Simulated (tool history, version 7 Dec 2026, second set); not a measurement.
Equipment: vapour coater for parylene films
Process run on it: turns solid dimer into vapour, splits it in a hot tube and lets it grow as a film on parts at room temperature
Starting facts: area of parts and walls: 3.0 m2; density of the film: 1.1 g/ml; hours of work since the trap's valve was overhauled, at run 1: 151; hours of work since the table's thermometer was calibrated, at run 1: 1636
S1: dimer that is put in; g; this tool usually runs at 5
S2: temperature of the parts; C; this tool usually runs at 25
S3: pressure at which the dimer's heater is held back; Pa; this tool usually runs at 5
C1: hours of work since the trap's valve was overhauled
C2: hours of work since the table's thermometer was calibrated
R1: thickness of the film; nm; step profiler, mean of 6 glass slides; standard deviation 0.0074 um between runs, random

{"run": 1, "hour": 0.0, "S1": 5, "S2": 25, "S3": 5, "C1": 151, "C2": 1636, "R1": 1078}
{"run": 2, "hour": 38.7, "S1": 5, "S2": 25, "S3": 5, "C1": 174, "C2": 1659, "R1": 1075}
{"run": 3, "hour": 70.7, "S1": 5, "S2": 25, "S3": 5, "C1": 193, "C2": 1678, "R1": 1068}
{"run": 4, "hour": 120.9, "S1": 5, "S2": 25, "S3": 5, "C1": 223, "C2": 1708, "R1": 1076}
{"hour": 160.1, "done": "trap's valve overhauled"}
{"run": 5, "hour": 190.3, "S1": 5, "S2": 25, "S3": 5, "C1": 18, "C2": 1747, "R1": 998}
{"run": 6, "hour": 247.1, "S1": 5, "S2": 25, "S3": 5, "C1": 52, "C2": 1781, "R1": 989}
{"run": 7, "hour": 292.7, "S1": 5, "S2": 25, "S3": 4.82, "C1": 79, "C2": 1808, "R1": 980}
{"run": 8, "hour": 344.3, "S1": 5, "S2": 25, "S3": 2.01, "C1": 110, "C2": 1839, "R1": 1098}
{"run": 9, "hour": 406.3, "S1": 5, "S2": 25, "S3": 2.01, "C1": 147, "C2": 1875, "R1": 1085}
{"run": 10, "hour": 442.2, "S1": 6, "S2": 25, "S3": 5, "C1": 168, "C2": 1897, "R1": 1129}
{"run": 11, "hour": 482.1, "S1": 6, "S2": 25, "S3": 5, "C1": 192, "C2": 1921, "R1": 1122}
{"hour": 498.5, "done": "table's thermometer calibrated"}
{"hour": 535.2, "done": "trap's valve overhauled, once more"}
{"run": 12, "hour": 554.4, "S1": 6, "S2": 25, "S3": 3.64, "C1": 11, "C2": 31, "R1": 1454}
{"run": 13, "hour": 598.6, "S1": 7, "S2": 25, "S3": 5, "C1": 38, "C2": 57, "R1": 1613}
{"run": 14, "hour": 650.5, "S1": 5, "S2": 25, "S3": 2.95, "C1": 69, "C2": 88, "R1": 1219}
{"run": 15, "hour": 684.8, "S1": 5, "S2": 25, "S3": 2.95, "C1": 89, "C2": 109, "R1": 1204}
{"run": 16, "hour": 733.1, "S1": 5, "S2": 25, "S3": 2.95, "C1": 118, "C2": 137, "R1": 1199}
{"run": 17, "hour": 789.4, "S1": 5, "S2": 25, "S3": 2.95, "C1": 151, "C2": 171, "R1": 1189}
{"run": 18, "hour": 835.1, "S1": 5, "S2": 25, "S3": 2.95, "C1": 179, "C2": 198, "R1": 1185}
{"run": 19, "hour": 885.1, "S1": 5, "S2": 25, "S3": 2.95, "C1": 208, "C2": 228, "R1": 1176}
{"run": 20, "hour": 916.0, "S1": 5, "S2": 25, "S3": 5, "C1": 227, "C2": 246, "R1": 1086}
{"hour": 951.7, "done": "trap's valve overhauled"}
{"run": 21, "hour": 979.0, "S1": 5, "S2": 37, "S3": 5, "C1": 16, "C2": 281, "R1": 895}
{"run": 22, "hour": 1049.3, "S1": 5, "S2": 25, "S3": 5, "C1": 58, "C2": 323, "R1": 1124}
{"run": 23, "hour": 1106.9, "S1": 2, "S2": 25, "S3": 5, "C1": 92, "C2": 357, "R1": 446}
{"run": 24, "hour": 1175.8, "S1": 5, "S2": 33, "S3": 5, "C1": 133, "C2": 398, "R1": 924}
{"run": 25, "hour": 1230.9, "S1": 7, "S2": 24, "S3": 3.71, "C1": 166, "C2": 431, "R1": 1629}
{"run": 26, "hour": 1271.4, "S1": 3, "S2": 25, "S3": 5, "C1": 190, "C2": 455, "R1": 641}
{"run": 27, "hour": 1324.4, "S1": 3, "S2": 24, "S3": 3.23, "C1": 222, "C2": 487, "R1": 705}
{"hour": 1369.7, "done": "trap's valve overhauled"}
{"run": 28, "hour": 1373.6, "S1": 8, "S2": 25, "S3": 5.79, "C1": 2, "C2": 514, "R1": 1795}
{"run": 29, "hour": 1426.5, "S1": 3, "S2": 23, "S3": 3.26, "C1": 34, "C2": 545, "R1": 760}
{"run": 30, "hour": 1472.3, "S1": 4, "S2": 33, "S3": 5, "C1": 61, "C2": 573, "R1": 762}
{"run": 31, "hour": 1540.7, "S1": 4, "S2": 19, "S3": 5, "C1": 102, "C2": 613, "R1": 1008}
{"run": 32, "hour": 1602.9, "S1": 6, "S2": 19, "S3": 5, "C1": 139, "C2": 650, "R1": 1489}
{"run": 33, "hour": 1663.1, "S1": 6, "S2": 18, "S3": 4.63, "C1": 175, "C2": 686, "R1": 1531}
{"run": 34, "hour": 1731.5, "S1": 6, "S2": 35, "S3": 7.93, "C1": 215, "C2": 727, "R1": 987}
{"run": 35, "hour": 1771.8, "S1": 6, "S2": 23, "S3": 7.93, "C1": 239, "C2": 751, "R1": 1257}
{"hour": 1782.8, "done": "trap's valve overhauled"}
{"run": 36, "hour": 1837.0, "S1": 6, "S2": 23, "S3": 7.93, "C1": 32, "C2": 787, "R1": 1321}
{"run": 37, "hour": 1911.7, "S1": 6, "S2": 25, "S3": 5, "C1": 77, "C2": 832, "R1": 1334}
{"run": 38, "hour": 1942.5, "S1": 6, "S2": 29, "S3": 7.02, "C1": 95, "C2": 850, "R1": 1174}
{"run": 39, "hour": 1985.2, "S1": 4, "S2": 25, "S3": 3.06, "C1": 120, "C2": 876, "R1": 950}
{"run": 40, "hour": 2055.9, "S1": 4, "S2": 25, "S3": 3.06, "C1": 163, "C2": 918, "R1": 945}
{"run": 41, "hour": 2095.2, "S1": 5, "S2": 26, "S3": 3.63, "C1": 186, "C2": 941, "R1": 1102}
{"run": 42, "hour": 2147.8, "S1": 3, "S2": 27, "S3": 2.26, "C1": 217, "C2": 972, "R1": 701}
{"hour": 2197.4, "done": "trap's valve overhauled"}
{"run": 43, "hour": 2216.5, "S1": 3, "S2": 27, "S3": 2.26, "C1": 11, "C2": 1011, "R1": 740}
{"run": 44, "hour": 2285.2, "S1": 3, "S2": 27, "S3": 2.26, "C1": 52, "C2": 1052, "R1": 731}
{"run": 45, "hour": 2345.7, "S1": 6, "S2": 17, "S3": 2.89, "C1": 88, "C2": 1088, "R1": 1701}
{"run": 46, "hour": 2391.5, "S1": 5, "S2": 24, "S3": 8.74, "C1": 116, "C2": 1115, "R1": 1035}
{"run": 47, "hour": 2430.7, "S1": 5, "S2": 25, "S3": 2.45, "C1": 139, "C2": 1138, "R1": 1230}
{"run": 48, "hour": 2495.8, "S1": 5, "S2": 25, "S3": 2.45, "C1": 178, "C2": 1177, "R1": 1197}

Branching from run 48: 3 alternative next runs. What would each branch give?
{"run": "A", "hour": 2537.0, "S1": 5, "S2": 21, "S3": 3.43, "C1": 202, "C2": 1202, "R1": "?"}
{"run": "B", "hour": 2537.0, "S1": 3, "S2": 18, "S3": 4.74, "C1": 202, "C2": 1202, "R1": "?"}
{"run": "C", "hour": 2537.0, "S1": 7, "S2": 35, "S3": 5, "C1": 202, "C2": 1202, "R1": "?"}

run=A R1=1228
run=B R1=757
run=C R1=1234
The same runs, with their run-to-run variation unchanged, on a tool lacking any hidden condition would have given:
run=A R1=1328
run=B R1=818
run=C R1=1334
